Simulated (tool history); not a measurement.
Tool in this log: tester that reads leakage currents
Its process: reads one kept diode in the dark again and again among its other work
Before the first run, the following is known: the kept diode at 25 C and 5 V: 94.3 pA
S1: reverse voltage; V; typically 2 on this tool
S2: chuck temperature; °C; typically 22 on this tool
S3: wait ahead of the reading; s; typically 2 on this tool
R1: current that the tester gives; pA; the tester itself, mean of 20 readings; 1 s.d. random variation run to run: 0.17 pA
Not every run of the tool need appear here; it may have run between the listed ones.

run    hour     S1  S2    S3      R1
  1       0      2  22     2   58.74
  2    71.4      2  22     2   58.88
  3   152.4      2  22     2   58.82
  4   237.5      2  22     2   58.99
  5   305.1      2  22     2   59.17
  6   402.7   2.06  22     2   59.96
  7   465.8   2.06  22     2   60.15
      498.5  -- probe card cleaned and baked
  8     565      2  22  1.86   60.37
  9   652.1      2  22     2   60.47
      717.6  -- probe card cleaned and baked, once more
 10     718      2  22     2   57.14
 11   812.5      2  48     2  387.55
 12   946.1      2  22     2    57.3
 13  1008.9      2  22     2   58.06
 14    1102      2  22     2   57.84
 15  1173.8      2  30     2  107.68
 16  1248.4      2  30     2  107.41
 17  1382.5      2  30     2  107.48
 18  1493.4      2  30     2  108.16
 19  1552.1      2  30     2  108.28
 20  1641.1      2  30     2  109.04
 21  1715.3      2  30     2  109.11
 22    1857   3.64  55  1.16  759.27
 23  1934.6   3.64  27  1.16  107.29
 24  2028.6   5.78  35  0.36  226.65
 25  2103.3      2  60     2  854.73
     2192.6  -- chuck's temperature calibrated
 26  2220.2      2  60     2  817.29
 27  2361.6   1.49  36  3.89  145.74
 28  2470.3   1.49  21  8.96   46.89
 29  2594.9  16.38  22     2   120.5
 30  2687.3   8.79  32  6.91  200.79
 31  2747.7   2.01  23     2   61.49
 32  2878.4   2.01  23     2   61.34
 33  2983.9   2.91  23  1.25    70.4
 34  3043.5      2  33     2  131.74
 35  3177.7      2  33  5.85  130.63
 36  3316.4      2  33  5.85  132.46
 37  3455.2   1.07  57  8.38  555.89
 38  3572.4   8.07  39     2  328.39
 39  3708.2   8.07  39     2  329.62
 40  3837.8   8.07  25     2  122.16

Measured less the same run without the tool's hidden state. The same run-to-run variation is in both; the gauge's scatter may not be:
The tool's hidden condition here consists of: stray current of the dirty probe card, pA a volt; current scale over the true one, %; true chuck temperature over the reading, C; drift of the gauge itself on leakage_pa, %.
run      R1
  1   +3.81
  2   +3.92
  3   +4.05
  4   +4.19
  5    +4.3
  6   +4.58
  7   +4.68
  8   +5.32
  9   +5.45
 10   +2.11
 11  +12.35
 12   +2.46
 13   +2.59
 14   +2.72
 15   +4.77
 16   +4.92
 17   +5.22
 18   +5.52
 19   +5.63
 20   +5.89
 21   +6.04
 22  +34.03
 23   +7.18
 24  +14.14
 25  +38.93
 26   -4.01
 27   +0.33
 28   +0.81
 29   +9.92
 30   +5.93
 31   +1.53
 32   +1.74
 33   +2.63
 34   +2.47
 35   +2.81
 36    +3.2
 37   +6.29
 38   +11.8
 39  +12.77
 40  +10.39

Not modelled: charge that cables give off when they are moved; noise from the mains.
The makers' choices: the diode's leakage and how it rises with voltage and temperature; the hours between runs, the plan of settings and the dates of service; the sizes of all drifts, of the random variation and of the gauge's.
